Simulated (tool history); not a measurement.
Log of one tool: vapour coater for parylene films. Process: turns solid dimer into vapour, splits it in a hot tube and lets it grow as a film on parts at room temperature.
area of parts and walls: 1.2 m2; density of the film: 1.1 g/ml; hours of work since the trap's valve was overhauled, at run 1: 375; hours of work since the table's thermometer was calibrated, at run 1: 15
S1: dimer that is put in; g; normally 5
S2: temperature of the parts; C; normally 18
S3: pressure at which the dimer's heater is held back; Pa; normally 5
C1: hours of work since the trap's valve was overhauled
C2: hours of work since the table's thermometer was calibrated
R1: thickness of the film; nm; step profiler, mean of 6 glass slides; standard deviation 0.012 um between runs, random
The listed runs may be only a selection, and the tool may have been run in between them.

| run | hour | S1 | S2 | S3 | C1 | C2 | R1 |
|---|---|---|---|---|---|---|---|
| 1 | 0 | 5 | 18 | 5 | 375 | 15 | 2710 |
| 2 | 14 | 5 | 18 | 5 | 385 | 25 | 2680 |
| 3 | 24.6 | 5 | 18 | 5 | 392 | 33 | 2690 |
| 4 | 34.8 | 5 | 18 | 5 | 400 | 40 | 2680 |
| 5 | 46.6 | 5 | 18 | 5 | 408 | 49 | 2680 |
| 6 | 55.1 | 5 | 18 | 5 | 414 | 55 | 2650 |
| 7 | 65.9 | 5 | 18 | 5 | 422 | 62 | 2680 |
| 8 | 75.6 | 6 | 18 | 5 | 429 | 69 | 3200 |
| 9 | 89.7 | 5 | 18 | 5 | 439 | 79 | 2670 |
| 10 | 100.3 | 7 | 18 | 5 | 447 | 87 | 3730 |
| 11 | 113.7 | 7 | 18 | 8.89 | 456 | 97 | 3350 |
| 12 | 121.2 | 7 | 18 | 8.89 | 462 | 102 | 3360 |
| 13 | 130.1 | 5 | 17 | 5 | 468 | 108 | 2740 |
| 14 | 143.6 | 5 | 17 | 5 | 478 | 118 | 2710 |
| 15 | 157.8 | 8 | 18 | 5 | 488 | 128 | 4250 |
| 16 | 168.6 | 5 | 18 | 5 | 495 | 136 | 2640 |
| 17 | 176.7 | 5 | 18 | 5 | 501 | 142 | 2650 |
| 18 | 184 | 5 | 14 | 2.88 | 506 | 147 | 3250 |
| 19 | 191.7 | 5 | 10 | 5 | 512 | 152 | 3240 |
| 20 | 202.8 | 5 | 10 | 5 | 520 | 160 | 3210 |
| 21 | 211.1 | 2 | 14 | 10.85 | 526 | 166 | 1020 |
| 22 | 222.2 | 2 | 14 | 10.85 | 534 | 174 | 1010 |
|  | 227.2 | trap's valve overhauled |
| 23 | 236.8 | 2 | 14 | 10.85 | 7 | 182 | 1100 |
| 24 | 243.8 | 2 | 14 | 10.85 | 12 | 187 | 1110 |
| 25 | 255.3 | 9 | 23 | 4.94 | 20 | 195 | 4600 |
| 26 | 267.5 | 9 | 23 | 4.94 | 29 | 204 | 4590 |
| 27 | 281.4 | 4 | 11 | 4.94 | 39 | 214 | 2770 |
| 28 | 290.2 | 5 | 12 | 2.33 | 45 | 220 | 3670 |
| 29 | 298.7 | 8 | 15 | 6.16 | 51 | 226 | 4810 |
| 30 | 305.2 | 4 | 13 | 4.65 | 56 | 231 | 2670 |
| 31 | 316.1 | 4 | 27 | 4.04 | 64 | 239 | 1900 |
| 32 | 326.9 | 4 | 27 | 4.04 | 71 | 246 | 1910 |
| 33 | 342.1 | 3 | 18 | 5 | 82 | 257 | 1730 |
| 34 | 349.6 | 3 | 18 | 5 | 88 | 262 | 1720 |

Entry by entry between the runs, the difference in hidden state between the last listed run before and the first listed run after:
From run 22 to run 23: trap's valve overhauled (hour 227.2)
  vapour lost through the trap's worn valve, %: 9.6 -> 0.5; true temperature of the parts over the reading, C: -0.32 -> -0.33
  measured less the result without the state, R1: -100 -> +0 nm

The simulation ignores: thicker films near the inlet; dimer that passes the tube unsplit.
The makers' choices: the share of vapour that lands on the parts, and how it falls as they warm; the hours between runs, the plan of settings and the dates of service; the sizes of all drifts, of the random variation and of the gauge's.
